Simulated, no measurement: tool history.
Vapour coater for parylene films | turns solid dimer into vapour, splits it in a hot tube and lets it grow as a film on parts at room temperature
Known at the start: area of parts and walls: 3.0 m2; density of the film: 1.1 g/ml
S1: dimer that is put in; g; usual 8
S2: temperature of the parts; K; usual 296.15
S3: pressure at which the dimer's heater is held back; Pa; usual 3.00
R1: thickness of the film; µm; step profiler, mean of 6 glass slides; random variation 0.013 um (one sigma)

run 1 day=0.000 | S1=8 S2=296.15 S3=3.00 | R1=1.57
run 2 day=0.600 | S1=13 S2=296.15 S3=3.00 | R1=2.55
run 3 day=1.167 | S1=13 S2=296.15 S3=3.00 | R1=2.54
run 4 day=1.746 | S1=13 S2=296.15 S3=3.00 | R1=2.55
run 5 day=2.225 | S1=8 S2=296.15 S3=3.00 | R1=1.55
run 6 day=2.950 | S1=8 S2=296.15 S3=6.73 | R1=1.39
run 7 day=3.496 | S1=8 S2=296.15 S3=6.73 | R1=1.37
run 8 day=4.021 | S1=8 S2=296.15 S3=6.73 | R1=1.38
run 9 day=4.412 | S1=8 S2=296.15 S3=2.71 | R1=1.57
run 10 day=4.858 | S1=8 S2=296.15 S3=2.71 | R1=1.60
run 11 day=5.229 | S1=8 S2=296.15 S3=2.71 | R1=1.56
run 12 day=5.854 | S1=8 S2=296.15 S3=2.71 | R1=1.58
run 13 day=6.412 | S1=8 S2=296.15 S3=2.71 | R1=1.59
run 14 day=6.808 | S1=8 S2=296.15 S3=3.00 | R1=1.56
run 15 day=7.217 | S1=8 S2=305.15 S3=3.00 | R1=1.20
run 16 day=7.642 | S1=8 S2=296.15 S3=4.21 | R1=1.45
-- day=8.425 trap's valve overhauled
run 17 day=8.429 | S1=7 S2=296.15 S3=5.23 | R1=1.24
run 18 day=9.096 | S1=6 S2=303.15 S3=9.56 | R1=0.79
run 19 day=9.533 | S1=12 S2=290.15 S3=5.40 | R1=2.57
run 20 day=9.933 | S1=3 S2=300.15 S3=8.17 | R1=0.44
run 21 day=10.479 | S1=11 S2=300.15 S3=8.17 | R1=1.63
run 22 day=10.929 | S1=11 S2=300.15 S3=8.17 | R1=1.63
run 23 day=11.621 | S1=12 S2=301.15 S3=9.02 | R1=1.69
run 24 day=12.354 | S1=12 S2=301.15 S3=9.02 | R1=1.70
run 25 day=12.942 | S1=12 S2=301.15 S3=9.02 | R1=1.68
run 26 day=13.404 | S1=12 S2=301.15 S3=9.02 | R1=1.70
run 27 day=13.912 | S1=13 S2=296.15 S3=3.00 | R1=2.52
run 28 day=14.358 | S1=8 S2=295.15 S3=3.00 | R1=1.61
run 29 day=14.812 | S1=8 S2=295.15 S3=3.00 | R1=1.64
run 30 day=15.333 | S1=4 S2=295.15 S3=2.28 | R1=0.82
run 31 day=15.996 | S1=4 S2=301.15 S3=2.30 | R1=0.71
run 32 day=16.312 | S1=4 S2=301.15 S3=2.30 | R1=0.69

3 ways to go on from here, each from the tool as it stands after run 32. What would each give?
run A day=16.812 | S1=4 S2=289.15 S3=2.30 | R1=?
run B day=16.812 | S1=6 S2=297.15 S3=8.84 | R1=?
run C day=16.812 | S1=4 S2=305.15 S3=2.30 | R1=?

run=A R1=1.01
run=B R1=0.98
run=C R1=0.62
Without the tool's hidden state the same runs would have given:
run=A R1=1.01
run=B R1=0.98
run=C R1=0.62
